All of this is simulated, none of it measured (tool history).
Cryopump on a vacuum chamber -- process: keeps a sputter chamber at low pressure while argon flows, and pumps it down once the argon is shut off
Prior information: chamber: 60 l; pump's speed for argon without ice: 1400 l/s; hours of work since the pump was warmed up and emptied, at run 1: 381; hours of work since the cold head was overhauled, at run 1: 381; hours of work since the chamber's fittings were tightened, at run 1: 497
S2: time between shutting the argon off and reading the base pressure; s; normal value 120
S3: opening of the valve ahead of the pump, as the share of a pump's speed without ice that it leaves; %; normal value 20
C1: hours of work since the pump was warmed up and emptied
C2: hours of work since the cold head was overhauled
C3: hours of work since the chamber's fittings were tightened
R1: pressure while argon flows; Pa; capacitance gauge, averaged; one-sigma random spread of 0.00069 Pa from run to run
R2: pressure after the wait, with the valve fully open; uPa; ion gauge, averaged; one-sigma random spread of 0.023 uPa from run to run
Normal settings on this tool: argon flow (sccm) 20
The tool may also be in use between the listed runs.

run 1 hour=0.0 | argon_flow_(sccm)=20 S2=120 S3=20 | C1=381 C2=381 C3=497 | R1=0.1292 R2=1.11
run 2 hour=48.8 | argon_flow_(sccm)=20 S2=94 S3=20 | C1=406 C2=406 C3=521 | R1=0.1291 R2=1.29
run 3 hour=131.8 | argon_flow_(sccm)=20 S2=94 S3=20 | C1=447 C2=447 C3=562 | R1=0.1304 R2=1.32
run 4 hour=177.3 | argon_flow_(sccm)=20 S2=94 S3=20 | C1=469 C2=469 C3=584 | R1=0.1309 R2=1.39
run 5 hour=245.5 | argon_flow_(sccm)=20 S2=120 S3=20 | C1=503 C2=503 C3=618 | R1=0.1340 R2=1.24
-- hour=276.3 pump warmed up, emptied and cooled again
run 6 hour=311.4 | argon_flow_(sccm)=20 S2=120 S3=20 | C1=17 C2=533 C3=648 | R1=0.1212 R2=1.05
run 7 hour=372.4 | argon_flow_(sccm)=20 S2=217 S3=20 | C1=47 C2=563 C3=678 | R1=0.1212 R2=0.81
run 8 hour=422.7 | argon_flow_(sccm)=20 S2=217 S3=20 | C1=72 C2=588 C3=703 | R1=0.1226 R2=0.83
run 9 hour=466.6 | argon_flow_(sccm)=20 S2=217 S3=20 | C1=94 C2=610 C3=725 | R1=0.1225 R2=0.87
run 10 hour=543.8 | argon_flow_(sccm)=20 S2=77 S3=20 | C1=132 C2=648 C3=763 | R1=0.1238 R2=1.47
run 11 hour=585.5 | argon_flow_(sccm)=20 S2=77 S3=20 | C1=153 C2=668 C3=784 | R1=0.1241 R2=1.49
run 12 hour=632.2 | argon_flow_(sccm)=12 S2=120 S3=20 | C1=176 C2=691 C3=807 | R1=0.0746 R2=1.17
run 13 hour=705.9 | argon_flow_(sccm)=12 S2=120 S3=28 | C1=212 C2=728 C3=843 | R1=0.0544 R2=1.25
run 14 hour=792.2 | argon_flow_(sccm)=12 S2=120 S3=28 | C1=255 C2=771 C3=886 | R1=0.0548 R2=1.24
run 15 hour=872.8 | argon_flow_(sccm)=12 S2=120 S3=28 | C1=295 C2=810 C3=926 | R1=0.0559 R2=1.30
run 16 hour=915.6 | argon_flow_(sccm)=20 S2=120 S3=20 | C1=316 C2=832 C3=947 | R1=0.1281 R2=1.30
run 17 hour=987.8 | argon_flow_(sccm)=20 S2=120 S3=27 | C1=352 C2=867 C3=982 | R1=0.0973 R2=1.38
run 18 hour=1031.2 | argon_flow_(sccm)=20 S2=120 S3=27 | C1=373 C2=889 C3=1004 | R1=0.0979 R2=1.37
run 19 hour=1106.5 | argon_flow_(sccm)=20 S2=23 S3=27 | C1=410 C2=926 C3=1041 | R1=0.0992 R2=3.68
run 20 hour=1190.2 | argon_flow_(sccm)=22 S2=120 S3=20 | C1=452 C2=967 C3=1082 | R1=0.1451 R2=1.51
run 21 hour=1232.1 | argon_flow_(sccm)=12 S2=120 S3=18 | C1=472 C2=988 C3=1103 | R1=0.0886 R2=1.51
run 22 hour=1283.4 | argon_flow_(sccm)=15 S2=32 S3=52 | C1=498 C2=1013 C3=1129 | R1=0.0441 R2=2.93
-- hour=1323.5 pump warmed up, emptied and cooled again
run 23 hour=1323.5 | argon_flow_(sccm)=15 S2=32 S3=52 | C1=0 C2=1031 C3=1146 | R1=0.0343 R2=2.68
run 24 hour=1385.2 | argon_flow_(sccm)=15 S2=32 S3=57 | C1=31 C2=1061 C3=1176 | R1=0.0319 R2=2.67
run 25 hour=1466.5 | argon_flow_(sccm)=15 S2=32 S3=57 | C1=71 C2=1101 C3=1217 | R1=0.0330 R2=2.69
run 26 hour=1538.8 | argon_flow_(sccm)=10 S2=43 S3=46 | C1=106 C2=1137 C3=1252 | R1=0.0276 R2=2.21
run 27 hour=1602.2 | argon_flow_(sccm)=10 S2=43 S3=46 | C1=138 C2=1168 C3=1284 | R1=0.0270 R2=2.33
run 28 hour=1649.3 | argon_flow_(sccm)=10 S2=43 S3=46 | C1=161 C2=1192 C3=1307 | R1=0.0280 R2=2.31
run 29 hour=1717.4 | argon_flow_(sccm)=10 S2=43 S3=46 | C1=195 C2=1225 C3=1341 | R1=0.0285 R2=2.37
run 30 hour=1792.8 | argon_flow_(sccm)=15 S2=21 S3=32 | C1=232 C2=1263 C3=1378 | R1=0.0602 R2=3.94
run 31 hour=1851.6 | argon_flow_(sccm)=15 S2=21 S3=32 | C1=261 C2=1292 C3=1407 | R1=0.0604 R2=4.12
run 32 hour=1912.7 | argon_flow_(sccm)=9 S2=131 S3=47 | C1=291 C2=1322 C3=1437 | R1=0.0265 R2=1.47
run 33 hour=1997.3 | argon_flow_(sccm)=21 S2=35 S3=20 | C1=333 C2=1364 C3=1479 | R1=0.1344 R2=2.87
run 34 hour=2044.3 | argon_flow_(sccm)=24 S2=176 S3=53 | C1=356 C2=1387 C3=1502 | R1=0.0637 R2=1.41

Consider 3 possible next runs. They are alternatives, not a sequence: every one starts from the tool as it was left by run 34. What does each give?
run A hour=2094.6 | argon_flow_(sccm)=19 S2=138 S3=59 | C1=381 C2=1412 C3=1527 | R1=? R2=?
run B hour=2094.6 | argon_flow_(sccm)=35 S2=173 S3=16 | C1=381 C2=1412 C3=1527 | R1=? R2=?
run C hour=2094.6 | argon_flow_(sccm)=19 S2=150 S3=44 | C1=381 C2=1412 C3=1527 | R1=? R2=?

run=A R1=0.0461 R2=1.58
run=B R1=0.2788 R2=1.46
run=C R1=0.0610 R2=1.51
What these runs would have given with no unlogged condition in the tool:
run=A R1=0.0380 R2=0.70
run=B R1=0.2639 R2=0.57
run=C R1=0.0529 R2=0.65
